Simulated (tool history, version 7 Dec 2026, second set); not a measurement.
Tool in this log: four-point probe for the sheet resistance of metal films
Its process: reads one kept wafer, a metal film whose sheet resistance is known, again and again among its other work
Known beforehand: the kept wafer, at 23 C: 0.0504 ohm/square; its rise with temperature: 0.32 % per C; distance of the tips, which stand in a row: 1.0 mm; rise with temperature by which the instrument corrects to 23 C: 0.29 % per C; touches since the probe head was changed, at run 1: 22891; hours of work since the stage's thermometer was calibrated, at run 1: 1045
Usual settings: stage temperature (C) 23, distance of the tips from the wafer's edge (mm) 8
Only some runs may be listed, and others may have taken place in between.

| run | hour | stage temperature (C) | distance of the tips from the wafer's edge (mm) | touches since the probe head was changed | hours of work since the stage's thermometer was calibrated | sheet resistance as the instrument gives it (ohm/square) |
|---|---|---|---|---|---|---|
| 1 | 0.0 | 23 | 8 | 22891 | 1045 | 0.050716 |
| 2 | 10.2 | 23 | 8 | 23287 | 1052 | 0.050714 |
| 3 | 23.4 | 24 | 8 | 23796 | 1061 | 0.050731 |
| 4 | 33.9 | 24 | 8 | 24201 | 1069 | 0.050723 |
| 5 | 47.4 | 24 | 8 | 24725 | 1078 | 0.050724 |
| 6 | 58.3 | 22 | 8 | 25148 | 1085 | 0.050696 |
| 7 | 69.0 | 23 | 8 | 25563 | 1093 | 0.050709 |
| 8 | 82.8 | 21 | 8 | 26097 | 1102 | 0.050685 |
| 9 | 93.3 | 21 | 8 | 26504 | 1109 | 0.050654 |
| 10 | 104.0 | 23 | 8 | 26916 | 1117 | 0.050697 |
| 11 | 117.8 | 23 | 8 | 27453 | 1126 | 0.050695 |
| 12 | 131.7 | 23 | 8 | 27989 | 1136 | 0.050695 |
| 13 | 145.8 | 23 | 8 | 28535 | 1145 | 0.050696 |
| 14 | 152.6 | 23 | 8 | 28796 | 1150 | 0.050690 |
| 15 | 161.4 | 23 | 64 | 29141 | 1156 | 0.050280 |
| 16 | 171.5 | 24 | 8 | 29531 | 1163 | 0.050728 |
| 17 | 186.7 | 24 | 8 | 30120 | 1173 | 0.050704 |
| 18 | 200.8 | 18 | 8 | 30664 | 1183 | 0.050607 |
| 19 | 211.6 | 18 | 8 | 31081 | 1190 | 0.050612 |
| 20 | 220.7 | 21 | 8 | 31434 | 1197 | 0.050642 |
| 21 | 228.7 | 21 | 8 | 31745 | 1202 | 0.050652 |
| 22 | 237.2 | 25 | 51 | 32074 | 1208 | 0.050313 |
| 23 | 249.0 | 25 | 51 | 32532 | 1216 | 0.050287 |
| 24 | 264.7 | 29 | 20 | 33137 | 1227 | 0.050444 |
| 25 | 273.7 | 29 | 20 | 33488 | 1233 | 0.050418 |
| 26 | 280.6 | 29 | 20 | 33755 | 1238 | 0.050429 |
| 27 | 289.3 | 25 | 26 | 34089 | 1244 | 0.050338 |
| 28 | 297.5 | 25 | 27 | 34408 | 1249 | 0.050325 |
| 29 | 309.2 | 34 | 6 | 34861 | 1257 | 0.051189 |
| 30 | 324.1 | 34 | 8 | 35438 | 1268 | 0.050859 |
| 31 | 332.2 | 34 | 8 | 35751 | 1273 | 0.050863 |

Run 32 has not been measured yet. What should we expect?
| 32 | 347.4 | 30 | 8 | 36338 | 1284 | ? |

sheet resistance as the instrument gives it (ohm/square): 0.050792
With the hidden condition absent and the run-to-run variation left alone, this run would have shown sheet resistance as the instrument gives it (ohm/square) 0.050941.
